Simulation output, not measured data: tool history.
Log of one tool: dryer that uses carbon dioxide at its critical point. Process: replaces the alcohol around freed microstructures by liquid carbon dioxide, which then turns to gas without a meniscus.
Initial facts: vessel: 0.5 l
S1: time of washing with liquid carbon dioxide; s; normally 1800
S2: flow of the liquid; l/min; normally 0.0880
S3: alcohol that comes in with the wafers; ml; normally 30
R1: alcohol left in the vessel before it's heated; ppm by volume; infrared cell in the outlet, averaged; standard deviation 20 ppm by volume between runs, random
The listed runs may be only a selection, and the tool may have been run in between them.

run,day,S1,S2,S3,R1
1,0.000,1800,0.0880,30,1600
2,0.388,1860,0.0880,30,1448
3,0.754,1860,0.0880,30,1438
4,1.138,2880,0.0880,30,262
5,1.354,2880,0.0880,44,337
6,1.596,2820,0.0880,44,384
7,2.038,2820,0.0698,44,998
8,2.262,2820,0.0698,44,1015
9,2.542,2820,0.0698,44,991
10,3.008,1800,0.0880,30,1699
11,3.254,1800,0.0880,30,1711
12,3.642,1260,0.0886,24,3825
# day 3.892: inlet filter changed
13,3.912,1260,0.1015,30,2889
14,4.179,1800,0.1015,30,810
15,4.579,1800,0.0880,42,1948
16,4.979,1800,0.1100,42,831
17,5.217,1620,0.0852,31,2233
18,5.571,1800,0.0781,71,4832
19,6.021,1140,0.0993,41,5492
20,6.246,1800,0.1345,68,565
21,6.517,1800,0.1345,68,563
22,6.738,2820,0.1345,88,139

For some of the steps in R1 from one run to the next: how much would appear even if the tool had no hidden state, given the settings, what came in and random variation, and how much remains for the hidden state plus any gauge scatter that the measured result and the result without hidden state don't share?
The tool's hidden condition here consists of: flow that reaches the vessel past the clogged filter, %; alcohol in the recycled carbon dioxide, ppm; drift of the gauge itself on alcohol_ppm, %.
Run 11 -> 12: S1 1800 -> 1260, S2 0.0880 -> 0.0886, S3 30 -> 24. R1 +2114 ppm by volume: hidden state +229, all else +1885.
Run 12 -> 13: S2 0.0886 -> 0.1015, S3 24 -> 30, inlet filter changed. R1 -936 ppm by volume: hidden state -524, all else -412.
Run 17 -> 18: S1 1620 -> 1800, S2 0.0852 -> 0.0781, S3 31 -> 71. R1 +2599 ppm by volume: hidden state +79, all else +2520.
Run 19 -> 20: S1 1140 -> 1800, S2 0.0993 -> 0.1345, S3 41 -> 68. R1 -4927 ppm by volume: hidden state -102, all else -4825.

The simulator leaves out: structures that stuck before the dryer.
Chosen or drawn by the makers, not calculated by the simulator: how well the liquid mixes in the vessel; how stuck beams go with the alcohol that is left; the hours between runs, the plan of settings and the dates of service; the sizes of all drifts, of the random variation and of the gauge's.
